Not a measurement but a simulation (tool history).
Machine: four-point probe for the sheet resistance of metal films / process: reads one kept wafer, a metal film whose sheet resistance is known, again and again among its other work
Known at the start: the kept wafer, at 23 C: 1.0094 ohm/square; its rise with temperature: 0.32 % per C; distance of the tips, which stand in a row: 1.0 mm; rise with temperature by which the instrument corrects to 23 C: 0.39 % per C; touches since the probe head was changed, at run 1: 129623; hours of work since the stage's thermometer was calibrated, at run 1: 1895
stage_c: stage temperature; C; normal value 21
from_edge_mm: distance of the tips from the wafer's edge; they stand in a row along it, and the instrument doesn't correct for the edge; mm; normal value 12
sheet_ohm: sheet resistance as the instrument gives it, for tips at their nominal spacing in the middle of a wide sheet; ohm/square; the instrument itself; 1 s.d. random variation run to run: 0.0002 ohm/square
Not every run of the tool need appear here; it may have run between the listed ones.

run     day  stage_c  from_edge_mm  touches since the probe head was changed  hours of work since the stage's thermometer was calibrated  sheet_ohm
  1   0.000       21            12                                    129623                                                        1895   1.005479
  2   2.696       18            12                                    132338                                                        1930   1.007510
  3   5.292       21            12                                    134953                                                        1963   1.005311
  4   9.442       21            12                                    139134                                                        2016   1.005261
  5  12.675       21            12                                    142393                                                        2058   1.004940
  6  15.750       21            12                                    145492                                                        2097   1.005064
  7  19.038       21            12                                    148804                                                        2139   1.004887
  8  22.200       21            12                                    151988                                                        2179   1.004561
  9  26.254       26            12                                    156076                                                        2231   1.000997
 10  28.254       21            20                                    158090                                                        2257   1.001993
 11  30.150       21            20                                    159998                                                        2281   1.001731
 12  32.954       21            17                                    162824                                                        2317   1.002054
 13  36.317       18            12                                    166211                                                        2360   1.005879
     39.258  -- stage's thermometer calibrated
 14  40.079       22            12                                    169981                                                          10   1.001095
 15  43.404       22            28                                    173334                                                          53   0.998646
 16  46.625       24             7                                    176578                                                          94   1.007178
 17  50.379       31             9                                    180360                                                         142   0.997739
 18  52.517       30             6                                    182514                                                         170   1.006485
 19  56.896       33             9                                    186923                                                         226   0.995879
 20  61.288       23            13                                    191351                                                         282   0.999538
 21  63.267       23            13                                    193344                                                         307   0.998852
 22  67.400       18            18                                    197510                                                         360   1.000889
 23  70.092       26            12                                    200222                                                         394   0.997281
 24  73.546       19            18                                    203699                                                         439   0.999483
 25  77.396       19            18                                    207579                                                         488   0.999819
     78.654  -- new probe head fitted
 26  80.883       21            49                                      2245                                                         532   1.007453
 27  84.808       21            21                                      6198                                                         582   1.008614
 28  87.471       19            47                                      8882                                                         616   1.008877
 29  91.608       19            47                                     13051                                                         669   1.008754

How would selected steps in sheet_ohm from run to run divide? Give the signed amount a tool lacking its hidden state would still show from settings, what came in and random variation, and the signed amount left for the hidden state, including any gauge scatter that is not in both of the compared results.
Hidden state at play: inner tips' distance over the nominal, %; tips' flats over new ones', %; wafer's true temperature over the reading, C; drift of the gauge itself on sheet_ohm, %.
Run 13 -> 14: stage_c 18 -> 22, stage's thermometer calibrated. sheet_ohm -0.004784 ohm/square: hidden state -0.001534, all else -0.003250.
Run 16 -> 17: stage_c 24 -> 31, from_edge_mm 7 -> 9. sheet_ohm -0.009439 ohm/square: hidden state -0.000094, all else -0.009345.
Run 18 -> 19: stage_c 30 -> 33, from_edge_mm 6 -> 9. sheet_ohm -0.010606 ohm/square: hidden state -0.000128, all else -0.010478.
Run 25 -> 26: stage_c 19 -> 21, from_edge_mm 18 -> 49, new probe head fitted. sheet_ohm +0.007634 ohm/square: hidden state +0.010993, all else -0.003359.
